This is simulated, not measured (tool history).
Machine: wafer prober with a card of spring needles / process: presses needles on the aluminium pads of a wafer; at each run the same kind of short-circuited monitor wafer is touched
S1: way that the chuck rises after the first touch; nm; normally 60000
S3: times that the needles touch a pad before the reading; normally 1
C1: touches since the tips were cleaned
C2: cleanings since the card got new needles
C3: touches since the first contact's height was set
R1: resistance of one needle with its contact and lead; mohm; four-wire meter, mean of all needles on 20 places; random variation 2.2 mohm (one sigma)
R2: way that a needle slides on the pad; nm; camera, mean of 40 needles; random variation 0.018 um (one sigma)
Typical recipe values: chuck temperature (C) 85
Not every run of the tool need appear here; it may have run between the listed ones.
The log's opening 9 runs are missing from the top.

{"hour": 122.3, "done": "tips cleaned on abrasive film"}
{"run": 10, "hour": 122.3, "S1": 60000, "chuck temperature (C)": 85, "S3": 1, "C1": 0, "C2": 42, "C3": 65739, "R1": 257, "R2": 11740}
{"hour": 132.3, "done": "tips cleaned on abrasive film"}
{"run": 11, "hour": 136.2, "S1": 60000, "chuck temperature (C)": 85, "S3": 1, "C1": 2074, "C2": 43, "C3": 73153, "R1": 350, "R2": 11720}
{"hour": 143.0, "done": "tips cleaned on abrasive film"}
{"run": 12, "hour": 147.7, "S1": 60000, "chuck temperature (C)": 85, "S3": 1, "C1": 2567, "C2": 44, "C3": 79303, "R1": 373, "R2": 11680}
{"hour": 154.3, "done": "tips cleaned on abrasive film"}
{"run": 13, "hour": 158.9, "S1": 60000, "chuck temperature (C)": 83, "S3": 1, "C1": 2448, "C2": 45, "C3": 85256, "R1": 367, "R2": 11680}
{"hour": 164.7, "done": "tips cleaned on abrasive film"}
{"hour": 174.9, "done": "tips cleaned on abrasive film"}
{"run": 14, "hour": 177.2, "S1": 60000, "chuck temperature (C)": 85, "S3": 1, "C1": 1237, "C2": 47, "C3": 94999, "R1": 328, "R2": 11600}
{"hour": 178.9, "done": "height of the first contact set anew"}
{"hour": 185.3, "done": "tips cleaned on abrasive film"}
{"run": 15, "hour": 187.5, "S1": 60000, "chuck temperature (C)": 85, "S3": 1, "C1": 1178, "C2": 48, "C3": 4558, "R1": 312, "R2": 11600}
{"run": 16, "hour": 194.9, "S1": 60000, "chuck temperature (C)": 85, "S3": 1, "C1": 5157, "C2": 48, "C3": 8537, "R1": 425, "R2": 11580}
{"hour": 195.9, "done": "tips cleaned on abrasive film"}
{"hour": 206.0, "done": "tips cleaned on abrasive film"}
{"run": 17, "hour": 211.6, "S1": 73000, "chuck temperature (C)": 85, "S3": 2, "C1": 3028, "C2": 50, "C3": 17426, "R1": 297, "R2": 14170}
{"hour": 215.9, "done": "tips cleaned on abrasive film"}
{"hour": 226.1, "done": "tips cleaned on abrasive film"}
{"run": 18, "hour": 226.9, "S1": 73000, "chuck temperature (C)": 29, "S3": 2, "C1": 442, "C2": 52, "C3": 25566, "R1": 243, "R2": 14160}
{"hour": 237.3, "done": "tips cleaned on abrasive film"}
{"run": 19, "hour": 241.6, "S1": 60000, "chuck temperature (C)": 62, "S3": 1, "C1": 2316, "C2": 53, "C3": 33434, "R1": 371, "R2": 11500}
{"hour": 248.9, "done": "tips cleaned on abrasive film"}
{"hour": 259.0, "done": "tips cleaned on abrasive film"}
{"run": 20, "hour": 259.7, "S1": 60000, "chuck temperature (C)": 104, "S3": 1, "C1": 376, "C2": 55, "C3": 43027, "R1": 288, "R2": 11510}
{"run": 21, "hour": 268.6, "S1": 77000, "chuck temperature (C)": 62, "S3": 3, "C1": 5184, "C2": 55, "C3": 47835, "R1": 277, "R2": 14890}
{"hour": 269.7, "done": "tips cleaned on abrasive film"}
{"hour": 277.4, "done": "height of the first contact set anew, once more"}
{"hour": 280.4, "done": "tips cleaned on abrasive film"}
{"run": 22, "hour": 283.6, "S1": 77000, "chuck temperature (C)": 62, "S3": 2, "C1": 1695, "C2": 57, "C3": 3302, "R1": 266, "R2": 15270}
{"hour": 291.4, "done": "tips cleaned on abrasive film"}
{"run": 23, "hour": 296.3, "S1": 77000, "chuck temperature (C)": 62, "S3": 2, "C1": 2621, "C2": 58, "C3": 10089, "R1": 279, "R2": 15270}
{"hour": 301.8, "done": "tips cleaned on abrasive film"}
{"hour": 312.2, "done": "tips cleaned on abrasive film"}
{"run": 24, "hour": 312.2, "S1": 77000, "chuck temperature (C)": 62, "S3": 2, "C1": 0, "C2": 60, "C3": 18552, "R1": 238, "R2": 15200}

Expected results for the next run?
{"run": 25, "hour": 319.9, "S1": 63000, "chuck temperature (C)": 63, "S3": 1, "C1": 4140, "C2": 60, "C3": 22692, "R1": "?", "R2": "?"}

{"run 25": {"R1": 397, "R2": 12400}}
Were there no unlogged condition in the tool, this run, its random variation unchanged, would have produced R1 236 mohm, R2 12450 nm.
